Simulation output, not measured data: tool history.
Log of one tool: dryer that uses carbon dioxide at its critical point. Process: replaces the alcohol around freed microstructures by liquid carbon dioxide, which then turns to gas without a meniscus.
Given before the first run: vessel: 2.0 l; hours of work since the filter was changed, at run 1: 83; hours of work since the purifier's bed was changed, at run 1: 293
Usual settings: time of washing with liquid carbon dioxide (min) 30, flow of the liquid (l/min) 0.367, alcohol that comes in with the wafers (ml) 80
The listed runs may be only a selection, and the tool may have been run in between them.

run,hour,time of washing with liquid carbon dioxide (min),flow of the liquid (l/min),alcohol that comes in with the wafers (ml),hours of work since the filter was changed,hours of work since the purifier's bed was changed,alcohol left in the vessel before it's heated (ppm by volume)
1,0.0,30,0.367,80,83,293,257
2,41.9,30,0.367,80,116,326,269
3,89.0,30,0.367,80,153,362,281
4,141.7,30,0.367,80,194,404,320
5,191.8,29,0.367,80,233,443,374
6,232.1,29,0.367,80,265,475,385
7,259.8,29,0.367,80,286,496,384
# hour 281.1: inlet filter changed
8,310.5,29,0.367,80,23,535,332
9,337.7,29,0.367,80,44,556,356
10,377.1,29,0.367,80,75,587,377
11,409.1,30,0.367,80,100,612,339
12,447.1,30,0.367,80,130,642,357
13,492.6,30,0.310,80,166,678,645
14,516.4,30,0.310,80,184,696,667
15,561.1,30,0.278,80,219,732,986
16,609.5,30,0.367,68,257,769,389
17,641.6,30,0.367,68,282,795,381
# hour 668.0: inlet filter changed
18,669.6,30,0.367,29,1,816,269
19,724.0,30,0.367,80,44,858,401
20,766.0,30,0.367,30,77,891,289
21,789.8,30,0.367,30,95,910,302
22,822.3,30,0.367,30,121,935,305
23,859.7,30,0.367,30,150,965,311
24,901.4,30,0.367,30,183,997,329
25,951.0,30,0.367,30,222,1036,335
26,985.9,23,0.463,80,249,1064,537
27,1022.3,36,0.566,48,278,1092,287
# hour 1057.1: inlet filter changed
28,1070.6,34,0.424,67,11,1129,319
29,1100.6,33,0.367,51,34,1153,355
# hour 1120.6: purifier's bed changed
30,1127.4,25,0.613,23,53,5,18
31,1164.2,37,0.613,41,82,34,10
32,1212.5,37,0.547,84,119,72,29
33,1242.2,22,0.234,47,143,95,2074
34,1288.9,23,0.288,80,179,132,1744

For run 35, what comes out?
35,1333.9,30,0.367,60,215,167,?

Run 35 measured alcohol left in the vessel before it's heated (ppm by volume) 210.
Without the tool's hidden state the same run would have given alcohol left in the vessel before it's heated (ppm by volume) 134.
